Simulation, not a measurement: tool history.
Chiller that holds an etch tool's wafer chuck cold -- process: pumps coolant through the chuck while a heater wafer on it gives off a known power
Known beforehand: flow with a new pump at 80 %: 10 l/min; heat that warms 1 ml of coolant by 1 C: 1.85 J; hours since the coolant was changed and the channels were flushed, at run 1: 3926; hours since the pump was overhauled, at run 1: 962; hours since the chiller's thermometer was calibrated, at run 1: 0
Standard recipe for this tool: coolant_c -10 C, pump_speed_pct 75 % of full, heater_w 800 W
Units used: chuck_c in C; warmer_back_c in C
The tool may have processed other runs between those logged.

run	hour	coolant_c	pump_speed_pct	heater_w	hours since the coolant was changed and the channels were flushed	hours since the pump was overhauled	hours since the chiller's thermometer was calibrated	chuck_c	warmer_back_c
1	0.0	-10	75	800	3926	962	0	-2.5	2.90
2	44.1	-8	75	800	3970	1006	44	-0.5	2.85
3	83.9	-8	75	800	4010	1046	84	-0.5	2.86
4	136.3	-8	75	800	4062	1099	136	-0.6	2.86
5	165.8	-13	75	800	4092	1128	166	-5.7	2.93
6	218.9	-16	75	800	4145	1181	219	-8.6	2.85
7	244.4	-16	75	800	4170	1207	244	-8.3	2.86
8	298.1	-16	75	800	4224	1260	298	-8.4	2.87
9	349.8	-16	75	800	4276	1312	350	-8.4	2.87
10	373.4	-16	75	800	4299	1336	373	-8.4	2.86
11	397.1	-16	75	1174	4323	1359	397	-5.0	4.17
12	442.3	-10	75	800	4368	1405	442	-2.4	2.90
13	479.6	-10	75	800	4405	1442	480	-2.4	2.88
14	506.4	-14	75	800	4432	1469	506	-6.4	2.89
15	532.2	-14	75	800	4458	1495	532	-6.3	2.89
16	563.6	-10	75	800	4489	1526	564	-2.2	2.83
17	617.0	-10	84	836	4543	1579	617	-2.7	2.66
18	650.1	-10	84	836	4576	1612	650	-2.6	2.64

Run 19 has not been measured yet. What should we expect?
19	705.2	-4	95	681	4631	1668	705	?	?

Run 19 yielded chuck_c 1.4 C, warmer_back_c 1.90 C.
With the hidden condition absent and the run-to-run variation left alone, this run would have shown chuck_c 0.9 C, warmer_back_c 1.83 C.
